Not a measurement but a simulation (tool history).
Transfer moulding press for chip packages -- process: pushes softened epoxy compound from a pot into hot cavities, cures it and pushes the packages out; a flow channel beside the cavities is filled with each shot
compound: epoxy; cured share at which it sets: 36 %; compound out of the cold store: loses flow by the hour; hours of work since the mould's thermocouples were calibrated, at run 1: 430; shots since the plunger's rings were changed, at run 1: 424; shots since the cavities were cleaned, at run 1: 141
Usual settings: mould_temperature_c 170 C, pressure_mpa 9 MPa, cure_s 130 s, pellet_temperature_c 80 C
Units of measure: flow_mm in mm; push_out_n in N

run     day  mould_temperature_c  pressure_mpa  cure_s  pellet_temperature_c  hours of work since the mould's thermocouples were calibrated  shots since the plunger's rings were changed  shots since the cavities were cleaned  incoming compound's hours out of the cold store  flow_mm  push_out_n
  1       0                  170             9     130                    80                                                            430                                           424                                    141                                             28.8      570         440
  2   2.367                  170         10.46     130                    80                                                            464                                           874                                    591                                             27.8      619         565
  3   3.829                  170         10.46     130                    80                                                            484                                          1151                                    868                                             34.1      609         538
      5.292  -- cavities cleaned with cleaning compound and waxed
  4   6.071                  170         10.46     130                    83                                                            515                                          1566                                    148                                             45.6      580         628
  5   8.033                  170         10.46     130                    83                                                            543                                          1938                                    520                                             44.8      575         593
     11.396  -- cavities cleaned with cleaning compound and waxed
  6  11.396                  170             9     130                    86                                                            589                                          2565                                      0                                             29.7      552         403
     12.062  -- mould's thermocouples calibrated
     14.188  -- cavities cleaned with cleaning compound and waxed, once more
  7  14.754                  170             9     130                    86                                                             37                                          3175                                    108                                             29.5      541         462
  8  17.488                  170             9     130                    80                                                             76                                          3694                                    627                                             18.9      570         564
  9  19.654                  170          9.17     130                    80                                                            106                                          4105                                   1038                                               21      559         595
     20.196  -- cavities cleaned with cleaning compound and waxed
 10  23.167                  170          9.17     130                    80                                                            155                                          4761                                    564                                               33      520         541
 11  25.104                  170          9.17     130                    80                                                            183                                          5128                                    931                                             43.9      511         563
     26.333  -- cavities cleaned with cleaning compound and waxed
     26.662  -- plunger's sealing rings changed
 12  28.304                  170          9.17     130                    80                                                            225                                           312                                    355                                             43.6      568         511
 13  30.496                  170          9.17     130                    80                                                            256                                           728                                    771                                             11.4      620         582
     32.542  -- cavities cleaned with cleaning compound and waxed
 14  32.542                  170          9.17     130                    80                                                            284                                          1105                                      0                                             33.7      561         398
 15  34.471                  170          9.17     130                    88                                                            312                                          1471                                    366                                             11.6      617         526
 16  36.217                  175          7.44     125                    72                                                            336                                          1802                                    697                                             33.8      498         520
 17   38.35                  174             9     123                    80                                                            366                                          2208                                   1103                                             43.7      532         556
     38.617  -- cavities cleaned with cleaning compound and waxed
 18  40.017                  170          8.18     118                    80                                                            389                                          2513                                    266                                             38.5      512         511
 19  43.312                  170          8.18     118                    80                                                            436                                          3138                                    891                                             42.8      501         624
     44.804  -- cavities cleaned with cleaning compound and waxed
 20  45.588                  164          8.77     118                    70                                                            467                                          3559                                    149                                             10.3      585         770
 21   47.35                  164          8.77     118                    71                                                            492                                          3893                                    483                                             38.9      519         838
 22  50.046                  164          8.12     120                    85                                                            530                                          4405                                    995                                             41.9      496         798
      50.95  -- cavities cleaned with cleaning compound and waxed
 23  53.025                  170          8.26     127                    80                                                            571                                          4959                                    394                                             42.6      492         529
 24  54.662                  170          10.5     130                    87                                                            594                                          5270                                    705                                             27.5      574         557
     55.062  -- mould's thermocouples calibrated
     55.479  -- plunger's sealing rings changed
     57.217  -- cavities cleaned with cleaning compound and waxed
 25  58.054                  163             9     130                    76                                                             40                                           477                                    159                                             45.8      552         633
 26  59.708                  163             9     130                    76                                                             63                                           791                                    473                                             27.3      593         745
 27  62.917                  169          8.18     113                    89                                                            109                                          1400                                   1082                                             28.3      546         698

Here are 3 independent what-if runs from the current tool condition. What would each one return?
     63.379  -- cavities cleaned with cleaning compound and waxed
  A  65.683                  170             9     170                    80                                                            147                                          1914                                    438                                               39        ?           ?
     63.379  -- cavities cleaned with cleaning compound and waxed
  B  65.683                  171          8.18     118                    89                                                            147                                          1914                                    438                                             19.7        ?           ?
     63.379  -- cavities cleaned with cleaning compound and waxed
  C  65.683                  170          8.26     130                    80                                                            147                                          1914                                    438                                             32.2        ?           ?

run  flow_mm  push_out_n
  A      547         480
  B      556         586
  C      536         530
With no hidden state in the tool, these same runs would have given:
run  flow_mm  push_out_n
  A      565         353
  B      574         435
  C      553         392
